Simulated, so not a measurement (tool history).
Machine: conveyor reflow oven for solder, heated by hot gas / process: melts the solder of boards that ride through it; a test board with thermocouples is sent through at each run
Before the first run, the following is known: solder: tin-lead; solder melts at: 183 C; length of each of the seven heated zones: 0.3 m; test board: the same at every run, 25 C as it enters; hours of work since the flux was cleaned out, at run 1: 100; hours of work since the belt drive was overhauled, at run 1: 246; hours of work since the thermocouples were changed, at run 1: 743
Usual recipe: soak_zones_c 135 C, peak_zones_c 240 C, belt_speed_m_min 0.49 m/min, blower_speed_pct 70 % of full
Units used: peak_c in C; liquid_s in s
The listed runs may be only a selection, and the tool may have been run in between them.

run	hour	soak_zones_c	peak_zones_c	belt_speed_m_min	blower_speed_pct	hours of work since the flux was cleaned out	hours of work since the belt drive was overhauled	hours of work since the thermocouples were changed	peak_c	liquid_s
1	0	135	240	0.49	70	100	246	743	220.6	55.7
2	76.7	135	240	0.49	70	145	291	788	220.4	56.3
# hour 126: thermocouples of zones 6 and 7 changed
3	142	135	240	0.49	70	183	328	9	220.6	56.1
4	221	135	240	0.49	70	229	375	56	220.5	56
5	265.5	135	240	0.49	70	255	401	82	221.1	55.8
6	339.7	135	240	0.49	65	299	445	126	218.5	54.3
7	380.1	135	240	0.49	70	323	469	150	220.5	56
8	427.4	135	240	0.49	70	351	497	178	219.9	55.7
# hour 461.3: flux residue cleaned out of gas plates and filters
9	518.7	135	242	0.49	70	34	548	229	222.1	57.1
10	592.4	135	242	0.461	70	77	592	272	224.2	62.3
11	632.5	135	242	0.461	70	101	615	296	224.7	62.3
12	718.2	135	240	0.411	69	152	666	347	225.5	71.7
13	799.5	140	253	0.49	70	200	714	395	232.2	64.6
14	880.3	140	253	0.49	70	247	762	443	232.4	64.8
15	954.7	142	248	0.49	70	291	805	486	228.9	63.2
16	1006.5	128	240	0.511	70	322	836	517	217.3	49.1
17	1046.5	135	232	0.49	77	346	860	541	216.2	53
# hour 1088: flux residue cleaned out of gas plates and filters
18	1136.9	135	248	0.422	65	29	910	591	231.1	72.7
19	1175.7	135	240	0.548	70	52	933	614	216.6	46.8
20	1216.8	135	255	0.49	70	76	957	638	233.4	64

Run 21 has not been measured yet. What should we expect?
21	1292.8	124	228	0.503	81	121	1002	683	?	?

Run 21 measured peak_c 211 C, liquid_s 44.7 s.
The same run, on a tool lacking any hidden state, would have yielded peak_c 211 C, liquid_s 44.7 s.
